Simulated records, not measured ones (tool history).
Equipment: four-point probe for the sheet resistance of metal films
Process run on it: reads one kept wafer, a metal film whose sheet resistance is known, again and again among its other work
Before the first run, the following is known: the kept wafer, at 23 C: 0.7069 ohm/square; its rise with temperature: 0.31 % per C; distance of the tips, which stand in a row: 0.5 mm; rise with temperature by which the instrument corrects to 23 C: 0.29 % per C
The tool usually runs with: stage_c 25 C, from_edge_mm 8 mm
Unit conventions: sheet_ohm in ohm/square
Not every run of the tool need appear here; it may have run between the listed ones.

run,day,stage_c,from_edge_mm,sheet_ohm
1,0,25,8,0.714656
2,2.346,25,8,0.714501
3,3.846,25,4,0.71923
4,5.996,25,4,0.71936
5,8.296,25,4,0.719253
6,9.512,23,8,0.714742
7,11.2,23,8,0.714682
8,12.338,23,8,0.715272
9,14.071,23,8,0.715125
10,15.725,23,8,0.714964
11,18.088,25,8,0.715341
12,19.938,25,8,0.715507
13,22.179,25,8,0.71581
14,24.392,32,8,0.716686
15,25.633,32,8,0.716606
16,27.012,25,8,0.71598
17,28.15,21,8,0.715473
18,29.15,21,8,0.715396
19,31.042,25,8,0.71623
20,33,25,7,0.716959
21,34.083,28,8,0.716709
22,35.925,28,8,0.716621
23,37.246,28,8,0.71692
# day 37.454: stage's thermometer calibrated
24,38.954,25,42,0.715124
25,40.579,24,65,0.71541
26,42.967,24,20,0.715344
27,44.883,32,42,0.716482
28,46.033,25,45,0.715503
# day 47.45: stage's thermometer calibrated, once more
29,47.758,25,45,0.715345
30,49.938,35,10,0.717514
31,51.671,35,10,0.717122
32,53.562,22,10,0.715757
33,55.158,24,45,0.715471
34,57.55,30,10,0.717229
35,59.733,27,28,0.716018
36,61.308,27,28,0.715905
37,63.142,27,52,0.716091
38,64.938,32,5,0.720621
39,65.912,32,21,0.717169
40,67.75,19,6,0.717973
41,69.671,24,22,0.716224
42,70.667,24,22,0.716268
43,72.192,24,22,0.716435
44,73.383,20,8,0.717366

Each row is a separate what-if for the run after 44, all from the same tool condition, not one after another. Results?
A,75.021,20,25,?
B,75.021,24,10,?
C,75.021,25,5,?
D,75.021,25,38,?

run,sheet_ohm
A,0.716099
B,0.717239
C,0.720402
D,0.716538
With no hidden state in the tool, these same runs would have given:
run,sheet_ohm
A,0.70673
B,0.707856
C,0.710981
D,0.707164

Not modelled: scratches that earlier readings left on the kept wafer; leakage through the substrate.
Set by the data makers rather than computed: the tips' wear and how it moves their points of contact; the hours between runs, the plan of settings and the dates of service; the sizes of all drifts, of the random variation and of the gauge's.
